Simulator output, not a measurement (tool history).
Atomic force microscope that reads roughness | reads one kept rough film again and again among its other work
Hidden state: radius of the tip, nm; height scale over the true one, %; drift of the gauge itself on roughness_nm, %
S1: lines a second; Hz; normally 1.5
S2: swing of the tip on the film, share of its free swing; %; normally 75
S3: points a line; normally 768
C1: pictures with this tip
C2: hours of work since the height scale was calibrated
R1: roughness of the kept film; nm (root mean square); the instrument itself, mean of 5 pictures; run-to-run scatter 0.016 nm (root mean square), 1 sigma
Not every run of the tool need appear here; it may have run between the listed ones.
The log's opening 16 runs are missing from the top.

run	hour	S1	S2	S3	C1	C2	R1
17	674.3	1.5	75	768	85	627	3.878
18	710.3	1.5	75	768	120	643	3.922
19	744.7	3.46	69	768	153	658	3.759
20	773	3.46	69	768	180	670	3.794
21	815.6	0.75	60	727	221	689	3.939
22	850.9	3.98	81	768	254	704	3.414
# hour 865.1: new tip fitted
23	885	3.98	81	294	20	719	3.52
24	913.5	3.98	81	294	47	732	3.466
25	935.7	2.14	86	258	68	741	3.641
26	965.1	1.5	73	768	96	754	3.874
27	989.5	1.5	73	768	120	765	3.873
28	1026.2	1.5	73	768	155	781	3.887
29	1076.2	1.5	73	768	203	803	3.821
30	1122.2	0.75	79	342	247	823	3.858
# hour 1142.3: new tip fitted
31	1162.2	1.07	86	342	19	840	3.915
32	1187.1	1.07	86	342	43	851	3.884
33	1220.1	1.07	86	342	74	866	3.885
34	1245.6	1.07	86	718	99	877	3.864
35	1290.4	2.21	75	272	142	897	3.751
36	1325.3	2.21	75	272	175	912	3.756

Here are 4 independent what-if runs from the current tool condition. What would each one return?
A	1349.8	2.21	86	272	199	923	?
B	1349.8	3.15	80	266	199	923	?
C	1349.8	1.5	75	580	199	923	?
D	1349.8	0.99	75	272	199	923	?

run	R1
A	3.575
B	3.546
C	3.825
D	3.853
Without the tool's unlogged condition, the same runs would have read:
run	R1
A	3.701
B	3.67
C	3.959
D	3.988

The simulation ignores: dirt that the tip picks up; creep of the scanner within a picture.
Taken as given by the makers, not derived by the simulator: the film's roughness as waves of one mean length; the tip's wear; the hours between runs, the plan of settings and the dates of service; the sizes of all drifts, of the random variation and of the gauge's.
